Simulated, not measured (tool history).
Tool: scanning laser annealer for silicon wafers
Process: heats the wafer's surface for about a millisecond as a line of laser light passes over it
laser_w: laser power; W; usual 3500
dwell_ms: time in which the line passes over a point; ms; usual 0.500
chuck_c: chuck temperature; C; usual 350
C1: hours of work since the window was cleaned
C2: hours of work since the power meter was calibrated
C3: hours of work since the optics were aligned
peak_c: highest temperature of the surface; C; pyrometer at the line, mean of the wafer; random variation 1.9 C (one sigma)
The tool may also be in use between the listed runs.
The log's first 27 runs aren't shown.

{"run": 28, "hour": 921.1, "laser_w": 3829, "dwell_ms": 0.5, "chuck_c": 332, "C1": 56, "C2": 619, "C3": 71, "peak_c": 1253}
{"run": 29, "hour": 954.7, "laser_w": 3501, "dwell_ms": 0.5, "chuck_c": 350, "C1": 72, "C2": 634, "C3": 86, "peak_c": 1176}
{"run": 30, "hour": 996.9, "laser_w": 3501, "dwell_ms": 0.5, "chuck_c": 350, "C1": 92, "C2": 654, "C3": 106, "peak_c": 1175}
{"run": 31, "hour": 1029.8, "laser_w": 3501, "dwell_ms": 0.5, "chuck_c": 350, "C1": 107, "C2": 669, "C3": 121, "peak_c": 1168}
{"run": 32, "hour": 1070.1, "laser_w": 3500, "dwell_ms": 0.5, "chuck_c": 360, "C1": 126, "C2": 688, "C3": 140, "peak_c": 1177}
{"run": 33, "hour": 1107.2, "laser_w": 3500, "dwell_ms": 0.5, "chuck_c": 360, "C1": 143, "C2": 705, "C3": 157, "peak_c": 1173}
{"run": 34, "hour": 1140.5, "laser_w": 3500, "dwell_ms": 0.498, "chuck_c": 332, "C1": 158, "C2": 721, "C3": 173, "peak_c": 1143}
{"run": 35, "hour": 1168.9, "laser_w": 3519, "dwell_ms": 0.392, "chuck_c": 311, "C1": 172, "C2": 734, "C3": 186, "peak_c": 1024}

4 ways to go on from here, each from the tool as it stands after run 35. What would each give?
{"run": "A", "hour": 1205.0, "laser_w": 3519, "dwell_ms": 0.462, "chuck_c": 339, "C1": 189, "C2": 751, "C3": 203, "peak_c": "?"}
{"run": "B", "hour": 1205.0, "laser_w": 3300, "dwell_ms": 0.477, "chuck_c": 350, "C1": 189, "C2": 751, "C3": 203, "peak_c": "?"}
{"run": "C", "hour": 1205.0, "laser_w": 3811, "dwell_ms": 0.5, "chuck_c": 349, "C1": 189, "C2": 751, "C3": 203, "peak_c": "?"}
{"run": "D", "hour": 1205.0, "laser_w": 3187, "dwell_ms": 0.545, "chuck_c": 374, "C1": 189, "C2": 751, "C3": 203, "peak_c": "?"}

run=A peak_c=1119
run=B peak_c=1086
run=C peak_c=1249
run=D peak_c=1131
Without the tool's hidden state the same runs would have given:
run=A peak_c=1141
run=B peak_c=1107
run=C peak_c=1274
run=D peak_c=1152
